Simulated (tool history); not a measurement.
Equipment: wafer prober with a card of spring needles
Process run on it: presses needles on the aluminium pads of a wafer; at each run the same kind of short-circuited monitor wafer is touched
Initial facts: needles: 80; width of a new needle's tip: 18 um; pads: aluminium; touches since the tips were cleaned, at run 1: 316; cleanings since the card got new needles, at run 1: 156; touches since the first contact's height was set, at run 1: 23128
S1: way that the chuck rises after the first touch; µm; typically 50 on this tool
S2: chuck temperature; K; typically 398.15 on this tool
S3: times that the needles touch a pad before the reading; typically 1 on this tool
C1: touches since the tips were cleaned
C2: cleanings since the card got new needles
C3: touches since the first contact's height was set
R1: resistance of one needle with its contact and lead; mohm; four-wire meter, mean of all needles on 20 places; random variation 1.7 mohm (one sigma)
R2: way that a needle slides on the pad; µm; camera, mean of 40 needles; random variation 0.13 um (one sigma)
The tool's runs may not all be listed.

Run 1, hour 0.0: usual settings; C1 316; C2 156; C3 23128. Result: R1 361 mohm, R2 12.67 µm.
At hour 5.7: tips cleaned on abrasive film.
At hour 11.4: tips cleaned on abrasive film.
At hour 17.1: tips cleaned on abrasive film.
At hour 24.2: tips cleaned on abrasive film.
Run 2, hour 25.8: usual settings; C1 763; C2 160; C3 36010. Result: R1 548 mohm, R2 12.41 µm.
At hour 30.1: tips cleaned on abrasive film.
At hour 35.8: tips cleaned on abrasive film.
At hour 42.9: tips cleaned on abrasive film.
At hour 50.0: tips cleaned on abrasive film.
Run 3, hour 53.7: usual settings; C1 1860; C2 164; C3 49990. Result: R1 816 mohm, R2 12.05 µm.
At hour 56.6: tips cleaned on abrasive film.
At hour 63.7: tips cleaned on abrasive film.
At hour 69.4: tips cleaned on abrasive film.
Run 4, hour 74.2: usual settings; C1 2427; C2 167; C3 60259. Result: R1 889 mohm, R2 12.17 µm.
At hour 75.7: tips cleaned on abrasive film.
At hour 81.4: tips cleaned on abrasive film.
At hour 87.1: tips cleaned on abrasive film.
At hour 92.8: tips cleaned on abrasive film.
Run 5, hour 94.2: usual settings but S3 3; C1 714; C2 171; C3 70241. Result: R1 326 mohm, R2 12.09 µm.
At hour 98.6: tips cleaned on abrasive film.
At hour 105.8: tips cleaned on abrasive film.
Run 6, hour 110.6: usual settings; C1 2447; C2 173; C3 78452. Result: R1 893 mohm, R2 12.34 µm.
At hour 112.1: tips cleaned on abrasive film.
At hour 119.2: tips cleaned on abrasive film.
At hour 124.9: tips cleaned on abrasive film.
At hour 132.0: tips cleaned on abrasive film.
Run 7, hour 133.3: usual settings; C1 674; C2 177; C3 89818. Result: R1 532 mohm, R2 12.08 µm.
At hour 139.1: tips cleaned on abrasive film.
At hour 146.2: tips cleaned on abrasive film.
At hour 153.3: tips cleaned on abrasive film.
Run 8, hour 155.5: usual settings; C1 1116; C2 180; C3 100915. Result: R1 676 mohm, R2 12.05 µm.
At hour 159.8: tips cleaned on abrasive film.
At hour 165.5: tips cleaned on abrasive film.
At hour 172.6: tips cleaned on abrasive film.
At hour 179.7: tips cleaned on abrasive film.
At hour 185.4: tips cleaned on abrasive film.
Run 9, hour 189.1: usual settings but S1 56 µm, S2 310.15 K; C1 1852; C2 185; C3 117738. Result: R1 743 mohm, R2 13.54 µm.
At hour 190.8: height of the first contact set anew.
At hour 192.3: tips cleaned on abrasive film.
At hour 199.4: tips cleaned on abrasive film.
At hour 205.1: tips cleaned on abrasive film.
At hour 212.2: tips cleaned on abrasive film.
Run 10, hour 212.9: usual settings but S1 56 µm, S2 310.15 K; C1 354; C2 189; C3 11048. Result: R1 366 mohm, R2 13.02 µm.
At hour 218.7: tips cleaned on abrasive film.
At hour 225.8: tips cleaned on abrasive film.
At hour 232.9: tips cleaned on abrasive film.
At hour 238.6: tips cleaned on abrasive film.
Run 11, hour 240.7: usual settings but S1 52 µm; C1 1054; C2 193; C3 24935. Result: R1 675 mohm, R2 11.96 µm.
At hour 245.0: tips cleaned on abrasive film.
At hour 250.7: tips cleaned on abrasive film.
At hour 256.4: tips cleaned on abrasive film.
Run 12, hour 260.4: usual settings but S1 52 µm; C1 2026; C2 196; C3 34803. Result: R1 928 mohm, R2 11.94 µm.
At hour 263.3: tips cleaned on abrasive film.
At hour 270.4: tips cleaned on abrasive film.
At hour 276.1: tips cleaned on abrasive film.
At hour 283.2: tips cleaned on abrasive film.
At hour 290.3: tips cleaned on abrasive film.
Run 13, hour 295.1: usual settings but S1 52 µm; C1 2423; C2 201; C3 52196. Result: R1 965 mohm, R2 12.07 µm.

Below are 3 alternative next runs, each starting from the tool's condition after run 13. Predict each:
At hour 296.6: tips cleaned on abrasive film.
At hour 303.7: tips cleaned on abrasive film.
At hour 305.4: height of the first contact set anew, once more.
At hour 311.1: tips cleaned on abrasive film.
At hour 318.3: tips cleaned on abrasive film.
At hour 324.0: tips cleaned on abrasive film.
Run A, hour 327.8: usual settings but S1 58 µm, S2 326.15 K, S3 2; C1 1943; C2 206; C3 11211. Result: R1 ?, R2 ?.
At hour 296.6: tips cleaned on abrasive film.
At hour 303.7: tips cleaned on abrasive film.
At hour 305.4: height of the first contact set anew, once more.
At hour 311.1: tips cleaned on abrasive film.
At hour 318.3: tips cleaned on abrasive film.
At hour 324.0: tips cleaned on abrasive film.
Run B, hour 327.8: usual settings but S2 310.15 K; C1 1943; C2 206; C3 11211. Result: R1 ?, R2 ?.
At hour 296.6: tips cleaned on abrasive film.
At hour 303.7: tips cleaned on abrasive film.
At hour 305.4: height of the first contact set anew, once more.
At hour 311.1: tips cleaned on abrasive film.
At hour 318.3: tips cleaned on abrasive film.
At hour 324.0: tips cleaned on abrasive film.
Run C, hour 327.8: usual settings but S1 43 µm, S2 389.15 K; C1 1943; C2 206; C3 11211. Result: R1 ?, R2 ?.

run    R1     R2
  A   520  14.70
  B   961  12.47
  C  1144  10.88
With the hidden condition removed and each run's random variation left untouched, the same runs would have given:
run   R1     R2
  A  159  14.77
  B  158  12.53
  C  180  10.94
